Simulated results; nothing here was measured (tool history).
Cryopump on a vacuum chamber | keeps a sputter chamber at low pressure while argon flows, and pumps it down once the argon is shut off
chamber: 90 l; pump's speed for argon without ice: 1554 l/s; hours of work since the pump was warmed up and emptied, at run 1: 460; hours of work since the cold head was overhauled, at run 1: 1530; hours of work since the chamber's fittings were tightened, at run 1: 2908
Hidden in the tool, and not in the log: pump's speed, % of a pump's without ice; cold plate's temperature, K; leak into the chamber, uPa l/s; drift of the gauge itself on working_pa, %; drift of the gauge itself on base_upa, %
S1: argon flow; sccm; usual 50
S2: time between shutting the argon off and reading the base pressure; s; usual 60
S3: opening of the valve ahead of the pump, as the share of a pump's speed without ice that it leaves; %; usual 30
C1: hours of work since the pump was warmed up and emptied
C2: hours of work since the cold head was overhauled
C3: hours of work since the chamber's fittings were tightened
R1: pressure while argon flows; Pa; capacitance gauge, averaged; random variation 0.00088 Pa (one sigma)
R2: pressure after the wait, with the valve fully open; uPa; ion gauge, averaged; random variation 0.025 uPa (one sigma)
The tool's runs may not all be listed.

run	hour	S1	S2	S3	C1	C2	C3	R1	R2
1	0.0	50	60	30	460	1530	2908	0.1930	2.85
2	60.0	50	60	30	499	1569	2948	0.1938	2.80
3	107.9	50	132	30	530	1600	2979	0.1935	2.36
4	153.4	50	132	30	560	1630	3009	0.1942	2.43
5	221.3	37	132	30	605	1675	3053	0.1463	2.55
6	308.4	57	60	30	662	1732	3110	0.2252	3.06
7	376.3	50	60	26	706	1776	3154	0.2270	3.21
8	464.0	21	60	26	763	1833	3212	0.0964	3.29
9	508.8	39	60	30	793	1863	3241	0.1563	3.27
10	551.1	39	60	30	820	1890	3269	0.1577	3.31
# hour 602.3: leaking fittings of the chamber tightened, without venting
11	620.0	39	198	30	864	1934	12	0.1601	0.59
12	707.5	39	198	30	921	1991	69	0.1618	0.62
13	785.3	34	60	30	972	2042	120	0.1424	1.27
# hour 839.1: pump warmed up, emptied and cooled again
14	845.1	50	60	30	4	2078	155	0.1841	1.14
15	939.0	50	60	30	65	2139	217	0.1859	1.17
16	1014.7	50	60	17	115	2189	266	0.3233	1.28
17	1079.1	50	60	29	157	2231	308	0.1908	1.21
18	1158.9	50	95	29	209	2283	361	0.1939	0.94
19	1209.4	26	84	47	242	2316	394	0.0636	1.06
20	1295.1	26	84	47	298	2372	450	0.0648	1.12
21	1349.5	26	84	47	334	2408	485	0.0651	1.18
22	1406.7	58	60	30	371	2445	523	0.2218	1.43
23	1460.0	50	60	26	406	2480	557	0.2192	1.39
24	1512.3	40	28	26	440	2514	592	0.1768	2.41
25	1570.4	40	28	26	478	2552	630	0.1779	2.41
26	1665.5	44	260	54	540	2614	692	0.1007	0.91
27	1757.8	44	260	37	601	2675	752	0.1438	1.03
28	1813.1	21	112	22	637	2711	788	0.1124	1.23
29	1890.5	53	60	28	687	2761	839	0.2257	1.73
30	1933.1	77	164	41	715	2789	867	0.2354	1.22
31	2000.4	50	60	35	759	2833	911	0.1769	1.84
32	2061.9	26	132	35	799	2873	951	0.0934	1.40
33	2141.4	50	168	28	851	2925	1003	0.2190	1.38
34	2193.1	50	168	17	885	2959	1037	0.3481	1.41

Forecast each of these 4 alternatives for the next run:
A	2236.1	50	67	17	913	2987	1065	?	?
B	2236.1	26	168	17	913	2987	1065	?	?
C	2236.1	50	35	52	913	2987	1065	?	?
D	2236.1	50	60	19	913	2987	1065	?	?

run	R1	R2
A	0.3473	1.88
B	0.1789	1.47
C	0.1323	2.59
D	0.3115	1.97
Without the tool's hidden state the same runs would have given:
run	R1	R2
A	0.3197	0.89
B	0.1647	0.49
C	0.1047	1.59
D	0.2842	1.01

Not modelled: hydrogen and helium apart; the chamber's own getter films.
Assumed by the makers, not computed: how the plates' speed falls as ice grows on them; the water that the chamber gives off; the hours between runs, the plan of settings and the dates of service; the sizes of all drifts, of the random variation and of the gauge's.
